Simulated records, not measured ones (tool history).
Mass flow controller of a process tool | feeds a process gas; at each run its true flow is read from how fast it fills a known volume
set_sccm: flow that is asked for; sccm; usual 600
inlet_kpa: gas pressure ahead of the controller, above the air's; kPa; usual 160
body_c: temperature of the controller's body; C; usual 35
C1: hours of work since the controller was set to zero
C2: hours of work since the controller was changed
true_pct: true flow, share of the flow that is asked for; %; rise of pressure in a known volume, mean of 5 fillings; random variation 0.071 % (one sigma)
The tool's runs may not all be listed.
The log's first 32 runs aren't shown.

Run 33, hour 3490.7: usual settings but set_sccm 175 sccm, inlet_kpa 240 kPa, body_c 34 C; C1 763; C2 4015. Result: true_pct 98.51 %.
Run 34, hour 3596.9: usual settings but set_sccm 175 sccm, inlet_kpa 156 kPa, body_c 34 C; C1 825; C2 4078. Result: true_pct 98.12 %.
Run 35, hour 3681.0: usual settings but set_sccm 175 sccm, inlet_kpa 274 kPa, body_c 38 C; C1 875; C2 4128. Result: true_pct 98.92 %.
Run 36, hour 3801.4: usual settings but set_sccm 563 sccm, inlet_kpa 207 kPa, body_c 38 C; C1 946; C2 4199. Result: true_pct 98.40 %.
Run 37, hour 3921.8: usual settings but set_sccm 563 sccm, inlet_kpa 214 kPa, body_c 20 C; C1 1018; C2 4270. Result: true_pct 97.67 %.
Run 38, hour 4027.6: usual settings but set_sccm 755 sccm, body_c 20 C; C1 1080; C2 4333. Result: true_pct 97.57 %.
Run 39, hour 4114.3: usual settings but set_sccm 222 sccm, inlet_kpa 234 kPa, body_c 24 C; C1 1131; C2 4384. Result: true_pct 98.00 %.
Run 40, hour 4244.2: usual settings but set_sccm 134 sccm, inlet_kpa 166 kPa, body_c 29 C; C1 1208; C2 4461. Result: true_pct 98.23 %.
Run 41, hour 4362.5: usual settings but set_sccm 134 sccm, inlet_kpa 166 kPa, body_c 37 C; C1 1278; C2 4531. Result: true_pct 98.74 %.
Run 42, hour 4441.0: usual settings but set_sccm 966 sccm, inlet_kpa 153 kPa; C1 1325; C2 4577. Result: true_pct 98.35 %.
Run 43, hour 4569.1: usual settings but set_sccm 111 sccm, inlet_kpa 205 kPa, body_c 22 C; C1 1400; C2 4653. Result: true_pct 98.48 %.
Run 44, hour 4655.2: usual settings but set_sccm 111 sccm, inlet_kpa 205 kPa, body_c 22 C; C1 1451; C2 4704. Result: true_pct 98.62 %.
Run 45, hour 4789.8: usual settings but set_sccm 147 sccm; C1 1531; C2 4783. Result: true_pct 98.44 %.
Run 46, hour 4852.3: usual settings but set_sccm 984 sccm, inlet_kpa 205 kPa; C1 1568; C2 4820. Result: true_pct 98.43 %.

Forecast each of these 4 alternatives for the next run:
Run A, hour 4945.6: usual settings but set_sccm 285 sccm, inlet_kpa 188 kPa; C1 1623; C2 4875. Result: true_pct ?.
Run B, hour 4945.6: usual settings but set_sccm 282 sccm, inlet_kpa 141 kPa, body_c 31 C; C1 1623; C2 4875. Result: true_pct ?.
Run C, hour 4945.6: usual settings but set_sccm 395 sccm, inlet_kpa 164 kPa, body_c 27 C; C1 1623; C2 4875. Result: true_pct ?.
Run D, hour 4945.6: usual settings but set_sccm 297 sccm, inlet_kpa 215 kPa, body_c 28 C; C1 1623; C2 4875. Result: true_pct ?.

run  true_pct
  A     98.17
  B     97.66
  C     97.56
  D     98.04
Without the tool's hidden state the same runs would have given:
run  true_pct
  A     99.51
  B     98.99
  C     99.13
  D     99.41
